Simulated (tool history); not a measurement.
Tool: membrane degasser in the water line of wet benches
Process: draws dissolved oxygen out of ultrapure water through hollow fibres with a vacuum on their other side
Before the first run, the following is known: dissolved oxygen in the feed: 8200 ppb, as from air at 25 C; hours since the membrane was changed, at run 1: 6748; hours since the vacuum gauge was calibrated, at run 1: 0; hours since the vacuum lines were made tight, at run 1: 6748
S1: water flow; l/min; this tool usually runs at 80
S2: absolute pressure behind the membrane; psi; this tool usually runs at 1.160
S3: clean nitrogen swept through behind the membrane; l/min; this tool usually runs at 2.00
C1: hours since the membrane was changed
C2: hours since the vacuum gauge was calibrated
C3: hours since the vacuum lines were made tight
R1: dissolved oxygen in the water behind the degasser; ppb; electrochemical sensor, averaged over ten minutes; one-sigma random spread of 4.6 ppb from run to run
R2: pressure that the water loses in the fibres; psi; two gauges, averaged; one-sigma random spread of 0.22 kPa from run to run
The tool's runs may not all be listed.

Run 1, day 0.000: usual settings; C1 6748; C2 0; C3 6748. Result: R1 474.2 ppb, R2 8.248 psi.
Run 2, day 12.362: usual settings but S3 5.32 l/min; C1 7045; C2 297; C3 7045. Result: R1 282.8 ppb, R2 8.257 psi.
Run 3, day 17.796: usual settings but S3 5.32 l/min; C1 7175; C2 427; C3 7175. Result: R1 283.2 ppb, R2 8.299 psi.
Run 4, day 23.142: usual settings but S2 2.625 psi, S3 5.32 l/min; C1 7303; C2 555; C3 7303. Result: R1 594.0 ppb, R2 8.221 psi.
Run 5, day 30.404: usual settings but S2 2.625 psi, S3 5.32 l/min; C1 7478; C2 730; C3 7478. Result: R1 591.4 ppb, R2 8.232 psi.
Run 6, day 41.371: usual settings but S2 2.625 psi, S3 1.99 l/min; C1 7741; C2 993; C3 7741. Result: R1 1168.1 ppb, R2 8.269 psi.
Run 7, day 48.412: usual settings; C1 7910; C2 1162; C3 7910. Result: R1 493.6 ppb, R2 8.299 psi.
At day 49.317: seals of the vacuum lines changed.
Run 8, day 54.312: usual settings; C1 8049; C2 1301; C3 120. Result: R1 498.4 ppb, R2 8.316 psi.
Run 9, day 63.779: usual settings; C1 8277; C2 1529; C3 347. Result: R1 494.2 ppb, R2 8.376 psi.
Run 10, day 72.038: usual settings but S1 86 l/min; C1 8475; C2 1727; C3 545. Result: R1 524.4 ppb, R2 8.992 psi.
Run 11, day 82.254: usual settings; C1 8720; C2 1972; C3 791. Result: R1 494.2 ppb, R2 8.334 psi.
Run 12, day 90.217: usual settings but S1 84 l/min; C1 8911; C2 2163; C3 982. Result: R1 525.4 ppb, R2 8.759 psi.
Run 13, day 97.875: usual settings but S1 84 l/min; C1 9095; C2 2347; C3 1165. Result: R1 520.3 ppb, R2 8.810 psi.
Run 14, day 103.112: usual settings but S1 102 l/min; C1 9221; C2 2473; C3 1291. Result: R1 643.9 ppb, R2 10.631 psi.
Run 15, day 115.288: usual settings but S1 102 l/min; C1 9513; C2 2765; C3 1583. Result: R1 634.3 ppb, R2 10.747 psi.
Run 16, day 125.896: usual settings but S1 102 l/min; C1 9767; C2 3020; C3 1838. Result: R1 641.4 ppb, R2 10.699 psi.
Run 17, day 138.079: usual settings but S1 68 l/min, S2 1.157 psi, S3 1.81 l/min; C1 10060; C2 3312; C3 2130. Result: R1 461.7 ppb, R2 7.127 psi.
Run 18, day 149.183: usual settings but S1 68 l/min, S2 1.157 psi, S3 1.81 l/min; C1 10326; C2 3578; C3 2397. Result: R1 460.9 ppb, R2 7.161 psi.
Run 19, day 162.079: usual settings but S1 58 l/min, S2 2.154 psi, S3 1.02 l/min; C1 10636; C2 3888; C3 2706. Result: R1 1163.9 ppb, R2 6.094 psi.
Run 20, day 170.779: usual settings but S2 2.057 psi; C1 10845; C2 4097; C3 2915. Result: R1 936.3 ppb, R2 8.412 psi.
Run 21, day 178.667: usual settings but S1 92 l/min, S2 2.392 psi, S3 2.07 l/min; C1 11034; C2 4286; C3 3104. Result: R1 1178.5 ppb, R2 9.755 psi.
Run 22, day 191.646: usual settings but S1 69 l/min, S3 1.67 l/min; C1 11345; C2 4598; C3 3416. Result: R1 500.1 ppb, R2 7.294 psi.
Run 23, day 203.575: usual settings but S2 2.763 psi; C1 11632; C2 4884; C3 3702. Result: R1 1247.8 ppb, R2 8.579 psi.
Run 24, day 211.912: usual settings but S1 127 l/min, S2 2.899 psi, S3 5.81 l/min; C1 11832; C2 5084; C3 3902. Result: R1 1029.4 ppb, R2 13.493 psi.
Run 25, day 223.983: usual settings but S1 127 l/min, S2 2.899 psi, S3 5.81 l/min; C1 12122; C2 5374; C3 4192. Result: R1 1002.2 ppb, R2 13.526 psi.
Run 26, day 236.712: usual settings but S1 86 l/min, S2 1.984 psi, S3 2.81 l/min; C1 12427; C2 5679; C3 4498. Result: R1 797.5 ppb, R2 9.166 psi.
Run 27, day 244.388: usual settings but S1 86 l/min, S2 1.984 psi, S3 2.81 l/min; C1 12611; C2 5863; C3 4682. Result: R1 792.2 ppb, R2 9.203 psi.
Run 28, day 253.079: usual settings but S1 86 l/min, S2 1.984 psi, S3 2.81 l/min; C1 12820; C2 6072; C3 4890. Result: R1 794.5 ppb, R2 9.237 psi.
Run 29, day 261.558: usual settings but S1 110 l/min, S2 0.817 psi, S3 1.68 l/min; C1 13023; C2 6275; C3 5094. Result: R1 549.5 ppb, R2 11.712 psi.
Run 30, day 267.950: usual settings but S2 1.829 psi; C1 13177; C2 6429; C3 5247. Result: R1 853.0 ppb, R2 8.633 psi.
Run 31, day 276.567: usual settings but S1 90 l/min, S2 1.658 psi; C1 13384; C2 6636; C3 5454. Result: R1 872.4 ppb, R2 9.661 psi.
Run 32, day 282.442: usual settings but S1 90 l/min, S2 1.658 psi; C1 13525; C2 6777; C3 5595. Result: R1 859.7 ppb, R2 9.638 psi.

What if the next run were any one of these 3? Each begins from the tool's condition after run 32:
Run A, day 293.288: usual settings but S1 90 l/min, S2 1.474 psi; C1 13785; C2 7037; C3 5855. Result: R1 ?, R2 ?.
Run B, day 293.288: usual settings but S1 51 l/min, S2 1.184 psi, S3 4.01 l/min; C1 13785; C2 7037; C3 5855. Result: R1 ?, R2 ?.
Run C, day 293.288: usual settings but S1 118 l/min, S2 2.500 psi; C1 13785; C2 7037; C3 5855. Result: R1 ?, R2 ?.

run      R1      R2
  A   773.4   9.599
  B   213.0   5.478
  C  1584.3  12.689
Take away the tool's hidden state, keep each run's random variation, and the runs would have read:
run      R1      R2
  A   691.2   8.844
  B   179.4   5.047
  C  1492.6  11.696
